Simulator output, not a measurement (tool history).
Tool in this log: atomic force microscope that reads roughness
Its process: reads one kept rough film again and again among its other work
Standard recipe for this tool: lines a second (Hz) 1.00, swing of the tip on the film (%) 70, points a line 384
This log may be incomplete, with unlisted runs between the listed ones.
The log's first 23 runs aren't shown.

| run | hour | lines a second (Hz) | swing of the tip on the film (%) | points a line | roughness of the kept film (nm (root mean square)) |
|---|---|---|---|---|---|
|  | 207.5 | new tip fitted |
| 24 | 214.6 | 1.17 | 58 | 264 | 4.062 |
| 25 | 227.0 | 1.17 | 63 | 705 | 3.898 |
| 26 | 236.8 | 1.13 | 63 | 346 | 3.763 |
|  | 238.8 | new tip fitted |
| 27 | 243.8 | 1.00 | 67 | 819 | 4.073 |
|  | 245.4 | height scale calibrated on a step standard |
| 28 | 254.6 | 2.46 | 79 | 556 | 3.483 |
| 29 | 260.4 | 2.46 | 79 | 556 | 3.408 |
| 30 | 265.8 | 1.47 | 70 | 321 | 3.692 |
|  | 271.3 | new tip fitted |
| 31 | 279.1 | 1.00 | 71 | 446 | 4.019 |
| 32 | 290.2 | 1.00 | 71 | 974 | 3.865 |
| 33 | 296.5 | 1.00 | 71 | 974 | 3.819 |
|  | 302.2 | new tip fitted |
| 34 | 309.6 | 0.84 | 84 | 475 | 3.891 |
| 35 | 323.2 | 0.73 | 86 | 914 | 3.718 |
|  | 324.8 | height scale calibrated on a step standard, once more |
| 36 | 332.9 | 0.50 | 86 | 354 | 3.714 |
|  | 334.0 | new tip fitted |
| 37 | 343.4 | 2.09 | 87 | 426 | 3.397 |
| 38 | 354.5 | 1.00 | 86 | 384 | 3.620 |
| 39 | 362.3 | 3.19 | 86 | 649 | 2.923 |
|  | 365.8 | new tip fitted |
| 40 | 371.5 | 0.56 | 87 | 307 | 3.971 |

Below are 4 alternative next runs, each starting from the tool's condition after run 40. Predict each:
| A | 379.5 | 0.76 | 68 | 465 | ? |
| B | 379.5 | 0.74 | 81 | 751 | ? |
| C | 379.5 | 3.06 | 70 | 384 | ? |
| D | 379.5 | 2.53 | 75 | 307 | ? |

| run | roughness of the kept film (nm (root mean square)) |
|---|---|
| A | 3.968 |
| B | 3.881 |
| C | 3.585 |
| D | 3.554 |
With the hidden condition removed and each run's random variation left untouched, the same runs would have given:
| run | roughness of the kept film (nm (root mean square)) |
|---|---|
| A | 4.186 |
| B | 4.094 |
| C | 3.783 |
| D | 3.749 |
